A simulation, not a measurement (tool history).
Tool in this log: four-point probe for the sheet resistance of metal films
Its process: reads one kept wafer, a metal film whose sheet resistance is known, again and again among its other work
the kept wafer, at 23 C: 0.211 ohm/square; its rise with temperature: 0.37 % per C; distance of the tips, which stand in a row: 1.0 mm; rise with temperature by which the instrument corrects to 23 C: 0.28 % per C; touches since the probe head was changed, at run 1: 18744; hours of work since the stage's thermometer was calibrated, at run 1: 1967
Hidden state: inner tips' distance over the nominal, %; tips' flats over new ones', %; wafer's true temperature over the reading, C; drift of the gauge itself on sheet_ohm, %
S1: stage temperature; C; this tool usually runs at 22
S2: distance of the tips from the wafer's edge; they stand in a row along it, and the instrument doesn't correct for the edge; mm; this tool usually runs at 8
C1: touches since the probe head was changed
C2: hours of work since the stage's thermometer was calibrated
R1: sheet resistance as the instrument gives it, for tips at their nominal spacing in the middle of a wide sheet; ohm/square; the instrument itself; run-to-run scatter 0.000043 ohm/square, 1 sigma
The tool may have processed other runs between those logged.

run,hour,S1,S2,C1,C2,R1
1,0,22,8,18744,1967,0.212572
2,58.7,34,8,20731,1995,0.214699
3,144.8,34,8,23647,2036,0.21476
4,195.8,34,8,25375,2060,0.214808
5,281.2,22,12,28264,2101,0.211611
6,380.4,22,12,31622,2148,0.211685
7,478,22,12,34928,2195,0.211567
8,528.6,22,8,36640,2219,0.2126
9,607.4,22,4,39311,2257,0.217684
10,688,22,4,42037,2295,0.217742
11,805.5,22,30,46016,2351,0.210904
12,854.9,22,8,47688,2375,0.212603
13,934.8,22,8,50396,2413,0.21262
14,1043.1,22,8,54062,2464,0.212556
15,1126.9,34,8,56899,2504,0.214748
16,1231,34,57,60425,2554,0.213047
17,1292.3,22,8,62498,2583,0.212569
18,1381.2,31,8,65511,2625,0.214268
19,1472.7,31,8,68608,2669,0.214249
20,1532.6,31,8,70636,2698,0.214142
21,1600.2,22,15,72925,2730,0.211342
# hour 1684.6: stage's thermometer calibrated
22,1684.6,22,15,75764,0,0.211281
23,1785.5,23,14,79182,48,0.211536
24,1862.3,26,7,81781,85,0.213851
25,1959.5,26,64,85074,131,0.211584
26,2060.4,20,3,88488,179,0.222276
27,2159.5,30,23,91845,226,0.212532
28,2276.8,30,23,95816,282,0.21248
29,2374,19,30,99105,329,0.210414
30,2455.6,19,43,101868,367,0.210245
31,2531.6,35,16,104443,404,0.213591
32,2651.1,22,64,108488,461,0.210795
33,2722.5,22,64,110907,495,0.210847
34,2844.4,33,23,115033,553,0.213071
35,2906.4,33,23,117134,582,0.213035
36,2963.8,24,5,119077,610,0.215654
37,3040,24,5,121655,646,0.215613
38,3146.9,25,21,125274,697,0.211651
39,3202.3,19,13,127150,723,0.210962
40,3252.1,24,18,128838,747,0.211557
41,3355,32,8,132322,796,0.214426
42,3407.6,32,8,134102,821,0.214356
43,3500.2,32,8,137238,865,0.214348
44,3576.9,32,8,139835,902,0.214345

Branching from run 44: 3 alternative next runs. What would each branch give?
A,3651.4,28,3,142358,937,?
B,3651.4,20,8,142358,937,?
C,3651.4,32,6,142358,937,?

run,R1
A,0.223866
B,0.21224
C,0.215818
With no hidden state in the tool, these same runs would have given:
run,R1
A,0.223854
B,0.212228
C,0.215806
